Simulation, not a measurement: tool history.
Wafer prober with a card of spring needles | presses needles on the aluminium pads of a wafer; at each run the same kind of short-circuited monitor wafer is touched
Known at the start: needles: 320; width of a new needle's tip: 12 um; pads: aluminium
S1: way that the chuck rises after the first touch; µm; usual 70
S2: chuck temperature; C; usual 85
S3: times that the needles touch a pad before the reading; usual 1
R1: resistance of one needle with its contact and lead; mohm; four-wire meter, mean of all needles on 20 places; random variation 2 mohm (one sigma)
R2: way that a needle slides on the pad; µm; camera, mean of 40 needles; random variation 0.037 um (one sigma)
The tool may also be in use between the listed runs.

run,hour,S1,S2,S3,R1,R2
1,0.0,70,85,1,260,9.94
# hour 15.8: tips cleaned on abrasive film
2,23.4,90,85,1,267,12.81
# hour 31.9: tips cleaned on abrasive film
3,43.5,90,85,1,271,12.77
# hour 47.8: tips cleaned on abrasive film
4,61.1,90,85,1,272,12.76
# hour 64.2: tips cleaned on abrasive film
5,74.7,90,85,1,270,12.72
# hour 79.9: tips cleaned on abrasive film
6,94.8,90,85,1,279,12.75
# hour 96.5: tips cleaned on abrasive film
# hour 113.6: tips cleaned on abrasive film
7,117.6,90,85,1,263,12.68
# hour 129.8: tips cleaned on abrasive film
8,134.7,70,85,1,263,9.73
# hour 146.1: tips cleaned on abrasive film
9,148.2,70,85,1,261,9.69
# hour 162.1: tips cleaned on abrasive film
10,162.1,70,85,2,253,9.69
# hour 179.1: tips cleaned on abrasive film
11,182.3,70,85,2,259,9.72
# hour 195.9: tips cleaned on abrasive film
12,204.0,70,85,2,263,9.65
# hour 212.2: tips cleaned on abrasive film
13,222.6,70,85,2,263,9.66
# hour 228.3: tips cleaned on abrasive film
14,243.7,70,39,1,262,9.61
# hour 244.8: tips cleaned on abrasive film
# hour 260.6: tips cleaned on abrasive film
15,264.8,70,39,1,250,9.61
# hour 276.9: tips cleaned on abrasive film
16,286.9,70,85,2,261,9.60
# hour 293.5: tips cleaned on abrasive film
17,297.6,70,115,1,270,9.58
# hour 309.4: tips cleaned on abrasive film
18,320.1,70,115,1,275,9.56
# hour 326.9: tips cleaned on abrasive film
19,341.6,70,77,1,270,9.56
# hour 343.1: tips cleaned on abrasive film
# hour 356.9: height of the first contact set anew
# hour 359.9: tips cleaned on abrasive film
20,361.4,87,48,1,250,11.60
21,372.6,90,85,1,273,11.98
# hour 376.1: tips cleaned on abrasive film
22,390.3,64,66,1,269,8.18
# hour 392.6: tips cleaned on abrasive film
23,403.4,89,66,1,263,11.88
# hour 409.0: tips cleaned on abrasive film
# hour 420.5: height of the first contact set anew, once more
# hour 425.7: tips cleaned on abrasive film
24,427.1,64,85,1,256,9.40
# hour 441.9: tips cleaned on abrasive film
25,450.6,58,34,2,250,8.46
# hour 458.7: tips cleaned on abrasive film
26,473.9,58,34,2,254,8.43
# hour 475.3: tips cleaned on abrasive film
27,484.1,61,59,1,266,8.80
# hour 492.6: tips cleaned on abrasive film
28,501.8,61,59,1,263,8.85
# hour 508.8: tips cleaned on abrasive film
29,514.8,63,41,1,256,9.14
# hour 525.7: tips cleaned on abrasive film
30,537.9,63,41,1,264,9.13
# hour 542.1: tips cleaned on abrasive film
# hour 559.4: tips cleaned on abrasive film
31,559.4,84,85,1,251,12.13
32,570.1,84,85,1,269,12.13

Forecast each of these 4 alternatives for the next run:
# hour 575.4: tips cleaned on abrasive film
A,583.5,84,85,2,?,?
# hour 575.4: tips cleaned on abrasive film
B,583.5,70,85,2,?,?
# hour 575.4: tips cleaned on abrasive film
C,583.5,65,76,1,?,?
# hour 575.4: tips cleaned on abrasive film
D,583.5,62,104,1,?,?

run,R1,R2
A,259,12.18
B,260,10.13
C,260,9.40
D,270,8.94
Without the tool's hidden state the same runs would have given:
run,R1,R2
A,254,12.34
B,254,10.30
C,250,9.56
D,259,9.10
